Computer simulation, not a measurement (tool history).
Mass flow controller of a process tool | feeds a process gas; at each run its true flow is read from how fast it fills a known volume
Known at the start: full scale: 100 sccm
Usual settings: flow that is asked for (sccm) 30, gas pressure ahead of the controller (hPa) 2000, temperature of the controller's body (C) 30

| run | hour | flow that is asked for (sccm) | gas pressure ahead of the controller (hPa) | temperature of the controller's body (C) | true flow (%) |
|---|---|---|---|---|---|
| 1 | 0 | 30 | 2000 | 30 | 99.72 |
| 2 | 182.3 | 30 | 2000 | 30 | 99.74 |
| 3 | 484 | 30 | 2000 | 26 | 99.44 |
| 4 | 661.2 | 30 | 2000 | 29 | 99.85 |
| 5 | 934.4 | 30 | 2000 | 29 | 99.96 |
| 6 | 1183.2 | 30 | 2000 | 30 | 100.07 |
| 7 | 1435.7 | 30 | 2000 | 38 | 100.92 |
| 8 | 1753.7 | 30 | 2000 | 30 | 100.27 |
| 9 | 1899.5 | 19 | 2000 | 30 | 100.82 |
| 10 | 2165.2 | 19 | 2000 | 30 | 101.11 |
| 11 | 2388.4 | 19 | 2000 | 30 | 101.21 |
| 12 | 2629.7 | 23 | 2000 | 30 | 101.01 |
| 13 | 2951 | 23 | 2000 | 30 | 101.2 |
| 14 | 3201.3 | 23 | 2000 | 30 | 101.15 |
| 15 | 3458.4 | 23 | 2000 | 30 | 101.42 |
| 16 | 3736 | 30 | 2000 | 30 | 100.88 |
| 17 | 3882.4 | 30 | 1450 | 30 | 100.5 |
| 18 | 4022 | 30 | 2000 | 30 | 100.79 |
| 19 | 4263.3 | 30 | 2580 | 30 | 101.43 |
| 20 | 4479.8 | 30 | 2000 | 30 | 101.17 |
| 21 | 4811 | 95 | 2000 | 30 | 100.24 |
|  | 4843 | controller's zero set anew |
| 22 | 5050 | 95 | 2000 | 30 | 100.72 |
| 23 | 5209.9 | 30 | 2000 | 33 | 103.34 |
| 24 | 5429.4 | 30 | 2000 | 33 | 103.56 |
| 25 | 5691.2 | 30 | 1600 | 33 | 103.29 |
|  | 5930.8 | controller exchanged for a calibrated one |
| 26 | 6006.9 | 96 | 2240 | 20 | 99.61 |
| 27 | 6296.5 | 30 | 2530 | 25 | 99.46 |
| 28 | 6634.2 | 79 | 1630 | 30 | 100.02 |
|  | 6725.4 | controller's zero set anew, once more |
| 29 | 6923.5 | 15 | 1850 | 27 | 99.07 |
| 30 | 7138.2 | 26 | 2000 | 30 | 99.51 |
| 31 | 7286.9 | 56 | 1430 | 24 | 98.81 |
| 32 | 7501.1 | 57 | 1650 | 21 | 98.76 |
| 33 | 7703.2 | 22 | 2470 | 23 | 99.46 |
| 34 | 7888.9 | 12 | 2080 | 23 | 99.86 |
| 35 | 8173.3 | 21 | 1680 | 22 | 99.12 |
| 36 | 8353.5 | 11 | 1730 | 30 | 101.15 |
| 37 | 8496.9 | 11 | 1730 | 30 | 101.38 |
| 38 | 8674.3 | 24 | 1970 | 30 | 100.11 |
| 39 | 8952.3 | 24 | 1970 | 30 | 100.28 |
| 40 | 9198.5 | 24 | 1970 | 30 | 100.41 |
| 41 | 9427 | 24 | 1470 | 26 | 99.83 |
| 42 | 9652.3 | 38 | 2360 | 30 | 100.39 |
| 43 | 9841 | 18 | 1720 | 26 | 100.75 |
| 44 | 10046.6 | 90 | 2070 | 34 | 100.52 |
| 45 | 10364.4 | 90 | 2070 | 34 | 100.5 |
| 46 | 10641.1 | 46 | 2740 | 35 | 101.08 |
| 47 | 10924.3 | 46 | 2740 | 35 | 101.12 |
| 48 | 11260.4 | 95 | 1920 | 27 | 99.78 |

3 ways to go on from here, each from the tool as it stands after run 48. What would each give?
| A | 11537.3 | 87 | 1460 | 30 | ? |
| B | 11537.3 | 95 | 1920 | 32 | ? |
| C | 11537.3 | 24 | 2800 | 35 | ? |

| run | true flow (%) |
|---|---|
| A | 99.72 |
| B | 100.37 |
| C | 102.49 |
Without the tool's hidden state the same runs would have given:
| run | true flow (%) |
|---|---|
| A | 99.94 |
| B | 100.67 |
| C | 100.29 |
